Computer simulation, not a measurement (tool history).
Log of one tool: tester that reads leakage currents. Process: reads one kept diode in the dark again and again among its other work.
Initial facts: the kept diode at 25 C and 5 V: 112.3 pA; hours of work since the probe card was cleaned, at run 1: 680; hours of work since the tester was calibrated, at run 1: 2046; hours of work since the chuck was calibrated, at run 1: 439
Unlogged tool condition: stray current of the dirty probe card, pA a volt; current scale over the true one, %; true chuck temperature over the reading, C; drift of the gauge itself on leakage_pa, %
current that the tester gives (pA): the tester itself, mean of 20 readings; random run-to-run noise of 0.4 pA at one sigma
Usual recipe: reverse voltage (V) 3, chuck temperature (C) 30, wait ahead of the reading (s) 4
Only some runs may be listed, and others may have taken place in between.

run,hour,reverse voltage (V),chuck temperature (C),wait ahead of the reading (s),hours of work since the probe card was cleaned,hours of work since the tester was calibrated,hours of work since the chuck was calibrated,current that the tester gives (pA)
1,0,3,30,4,680,2046,439,131.58
2,163.3,3,30,4,773,2139,532,131.18
3,281,3,30,4,840,2206,599,131.49
4,398.6,3,30,4,907,2273,666,131.23
5,560.9,3,30,4,1000,2366,759,130.99
6,695,3,30,4,1076,2442,835,130.79
7,803.2,3,30,4,1138,2504,897,130.76
8,918.1,3,30,8.48,1203,2569,962,131
9,1101.8,3,30,4,1308,2674,1067,131.52
# hour 1124.3: tester calibrated
10,1234.7,3,30,4,1382,63,1142,131.55
11,1423.7,3,30,4,1490,171,1249,131.49
12,1564.6,3,30,4,1570,251,1329,131
13,1745.7,3,30,4,1673,354,1433,131.22
14,1969.2,3,30,0.81,1801,481,1560,131.36
15,2063.7,3,30,0.81,1855,535,1614,131.42
16,2279.7,3,30,0.81,1978,658,1737,131.07
17,2373.8,3,30,0.81,2031,712,1790,131.3
18,2477.6,3,30,0.81,2090,771,1850,131.96
19,2683,9.66,30,4,2207,888,1966,233.01
20,2837.2,1.83,30,0.99,2295,976,2054,103.41
# hour 2993.6: chuck's temperature calibrated
21,3027.6,2.03,27,2.25,2402,1083,19,85.33
22,3219.1,2.03,27,2.25,2511,1192,128,84.94
23,3346.8,1.68,56,5.11,2584,1265,201,657.31
24,3472.9,1.46,34,2.64,2656,1337,273,126.03
25,3607.7,2.29,33,6.22,2733,1413,350,144.4
26,3740.8,2.29,33,6.22,2809,1489,426,145.16
27,3897.4,12.98,30,4.1,2898,1578,515,268.53
28,4072.6,1.51,28,0.48,2998,1678,615,79.96
29,4240.6,2.49,28,1.1,3093,1774,710,101.99
30,4401.1,4.51,29,3.32,3185,1865,802,147.49
31,4537.5,4.51,29,3.32,3262,1943,879,147.2
32,4699.9,4.51,29,3.32,3355,2035,972,147.69
33,4857.5,10.64,29,3.32,3445,2125,1062,225.74
34,5022.9,3,30,5.91,3539,2219,1156,130.51
35,5246.3,6.67,41,1.54,3666,2347,1283,451.99
36,5393.6,3,30,1.31,3750,2431,1367,130.46
37,5504.9,4.68,45,9.27,3813,2494,1430,510.3
38,5705.7,4.68,45,9.27,3928,2608,1545,509.58

Hidden state at the last listed run before each entry between runs and at the first one after, where it differs:
In the gap between runs 9 and 10: tester calibrated (hour 1124.3)
  stray current of the dirty probe card, pA a volt: 0.023 -> 0.024; current scale over the true one, %: 0.03 -> 0
In the gap between runs 20 and 21: chuck's temperature calibrated (hour 2993.6)
  true chuck temperature over the reading, C: -0.02 -> 0

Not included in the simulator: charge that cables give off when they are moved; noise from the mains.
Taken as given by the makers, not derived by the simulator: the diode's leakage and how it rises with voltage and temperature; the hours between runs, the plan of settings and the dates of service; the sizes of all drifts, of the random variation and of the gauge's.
